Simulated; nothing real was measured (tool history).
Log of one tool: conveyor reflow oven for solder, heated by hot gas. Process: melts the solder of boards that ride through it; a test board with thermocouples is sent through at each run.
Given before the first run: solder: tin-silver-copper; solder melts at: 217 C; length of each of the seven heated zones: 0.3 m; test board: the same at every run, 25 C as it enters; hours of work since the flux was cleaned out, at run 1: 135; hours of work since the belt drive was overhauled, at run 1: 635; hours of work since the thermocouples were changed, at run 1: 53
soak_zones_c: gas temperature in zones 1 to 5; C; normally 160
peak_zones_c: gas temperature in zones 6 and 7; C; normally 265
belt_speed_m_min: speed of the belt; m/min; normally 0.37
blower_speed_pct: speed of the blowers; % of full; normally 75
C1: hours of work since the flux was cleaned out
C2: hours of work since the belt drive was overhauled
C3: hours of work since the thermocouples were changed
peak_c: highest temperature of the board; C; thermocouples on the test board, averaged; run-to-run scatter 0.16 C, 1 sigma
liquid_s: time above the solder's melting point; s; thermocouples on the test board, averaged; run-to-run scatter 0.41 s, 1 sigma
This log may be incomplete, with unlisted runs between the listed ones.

run 1 hour=0 | soak_zones_c=160 peak_zones_c=265 belt_speed_m_min=0.37 blower_speed_pct=75 | C1=135 C2=635 C3=53 | peak_c=253.8 liquid_s=71.1
run 2 hour=26.5 | soak_zones_c=160 peak_zones_c=265 belt_speed_m_min=0.37 blower_speed_pct=75 | C1=153 C2=654 C3=71 | peak_c=253.9 liquid_s=71.7
run 3 hour=46.5 | soak_zones_c=160 peak_zones_c=265 belt_speed_m_min=0.37 blower_speed_pct=75 | C1=166 C2=667 C3=85 | peak_c=254.2 liquid_s=70.9
run 4 hour=65.2 | soak_zones_c=160 peak_zones_c=265 belt_speed_m_min=0.37 blower_speed_pct=75 | C1=179 C2=680 C3=98 | peak_c=254.1 liquid_s=71
run 5 hour=81.9 | soak_zones_c=160 peak_zones_c=265 belt_speed_m_min=0.37 blower_speed_pct=75 | C1=191 C2=691 C3=109 | peak_c=253.8 liquid_s=71
run 6 hour=93.4 | soak_zones_c=160 peak_zones_c=265 belt_speed_m_min=0.37 blower_speed_pct=75 | C1=198 C2=699 C3=117 | peak_c=254 liquid_s=70.4
run 7 hour=109.9 | soak_zones_c=160 peak_zones_c=265 belt_speed_m_min=0.37 blower_speed_pct=75 | C1=210 C2=711 C3=128 | peak_c=253.9 liquid_s=71
-- hour=116.3 flux residue cleaned out of gas plates and filters
run 8 hour=134.1 | soak_zones_c=160 peak_zones_c=265 belt_speed_m_min=0.37 blower_speed_pct=75 | C1=12 C2=724 C3=142 | peak_c=254 liquid_s=70.7
run 9 hour=156.7 | soak_zones_c=163 peak_zones_c=265 belt_speed_m_min=0.37 blower_speed_pct=75 | C1=28 C2=739 C3=157 | peak_c=254.5 liquid_s=73
run 10 hour=169 | soak_zones_c=169 peak_zones_c=265 belt_speed_m_min=0.37 blower_speed_pct=75 | C1=36 C2=748 C3=165 | peak_c=254.8 liquid_s=75.4
run 11 hour=189.8 | soak_zones_c=148 peak_zones_c=265 belt_speed_m_min=0.37 blower_speed_pct=75 | C1=50 C2=762 C3=180 | peak_c=252.9 liquid_s=66
run 12 hour=216.5 | soak_zones_c=148 peak_zones_c=265 belt_speed_m_min=0.37 blower_speed_pct=75 | C1=68 C2=780 C3=198 | peak_c=252.6 liquid_s=66.6
run 13 hour=234.7 | soak_zones_c=148 peak_zones_c=265 belt_speed_m_min=0.337 blower_speed_pct=75 | C1=81 C2=793 C3=210 | peak_c=255.1 liquid_s=77.1
run 14 hour=260.4 | soak_zones_c=153 peak_zones_c=264 belt_speed_m_min=0.362 blower_speed_pct=64 | C1=99 C2=810 C3=228 | peak_c=251.6 liquid_s=67.2
run 15 hour=284.9 | soak_zones_c=160 peak_zones_c=260 belt_speed_m_min=0.406 blower_speed_pct=75 | C1=115 C2=827 C3=245 | peak_c=246.5 liquid_s=57.9
run 16 hour=304 | soak_zones_c=146 peak_zones_c=265 belt_speed_m_min=0.409 blower_speed_pct=51 | C1=128 C2=840 C3=258 | peak_c=244 liquid_s=48.4
run 17 hour=321.9 | soak_zones_c=146 peak_zones_c=265 belt_speed_m_min=0.409 blower_speed_pct=51 | C1=141 C2=852 C3=270 | peak_c=244.1 liquid_s=48.6
run 18 hour=336.5 | soak_zones_c=175 peak_zones_c=265 belt_speed_m_min=0.397 blower_speed_pct=68 | C1=151 C2=862 C3=280 | peak_c=253.4 liquid_s=70.2
run 19 hour=349.4 | soak_zones_c=170 peak_zones_c=265 belt_speed_m_min=0.336 blower_speed_pct=75 | C1=159 C2=871 C3=289 | peak_c=257.1 liquid_s=86.4
run 20 hour=368.5 | soak_zones_c=170 peak_zones_c=265 belt_speed_m_min=0.336 blower_speed_pct=75 | C1=172 C2=884 C3=302 | peak_c=257.4 liquid_s=86.3
run 21 hour=389.9 | soak_zones_c=171 peak_zones_c=265 belt_speed_m_min=0.364 blower_speed_pct=75 | C1=187 C2=899 C3=316 | peak_c=255.8 liquid_s=78.7
run 22 hour=401.9 | soak_zones_c=171 peak_zones_c=265 belt_speed_m_min=0.364 blower_speed_pct=75 | C1=195 C2=907 C3=325 | peak_c=255.7 liquid_s=77.9
run 23 hour=415.2 | soak_zones_c=160 peak_zones_c=279 belt_speed_m_min=0.37 blower_speed_pct=75 | C1=204 C2=916 C3=334 | peak_c=267.2 liquid_s=80.8
-- hour=429.5 flux residue cleaned out of gas plates and filters
run 24 hour=437.1 | soak_zones_c=160 peak_zones_c=279 belt_speed_m_min=0.37 blower_speed_pct=75 | C1=5 C2=927 C3=345 | peak_c=267.4 liquid_s=81
run 25 hour=454.1 | soak_zones_c=160 peak_zones_c=279 belt_speed_m_min=0.37 blower_speed_pct=75 | C1=17 C2=939 C3=357 | peak_c=267.1 liquid_s=80.9
run 26 hour=481 | soak_zones_c=160 peak_zones_c=279 belt_speed_m_min=0.37 blower_speed_pct=75 | C1=35 C2=957 C3=375 | peak_c=267.1 liquid_s=79.8

Alternative continuations, all from the tool just after run 26; predict every row:
run A hour=498.2 | soak_zones_c=161 peak_zones_c=265 belt_speed_m_min=0.436 blower_speed_pct=75 | C1=47 C2=969 C3=387 | peak_c=? liquid_s=?
run B hour=498.2 | soak_zones_c=160 peak_zones_c=265 belt_speed_m_min=0.409 blower_speed_pct=75 | C1=47 C2=969 C3=387 | peak_c=? liquid_s=?
run C hour=498.2 | soak_zones_c=164 peak_zones_c=258 belt_speed_m_min=0.388 blower_speed_pct=75 | C1=47 C2=969 C3=387 | peak_c=? liquid_s=?
run D hour=498.2 | soak_zones_c=160 peak_zones_c=274 belt_speed_m_min=0.37 blower_speed_pct=75 | C1=47 C2=969 C3=387 | peak_c=? liquid_s=?

run=A peak_c=249 liquid_s=56
run=B peak_c=250.8 liquid_s=61
run=C peak_c=246.5 liquid_s=62.5
run=D peak_c=262.2 liquid_s=78.1
Without the tool's hidden state the same runs would have given:
run=A peak_c=249 liquid_s=55.9
run=B peak_c=250.8 liquid_s=60.9
run=C peak_c=246.5 liquid_s=62.4
run=D peak_c=262.2 liquid_s=78
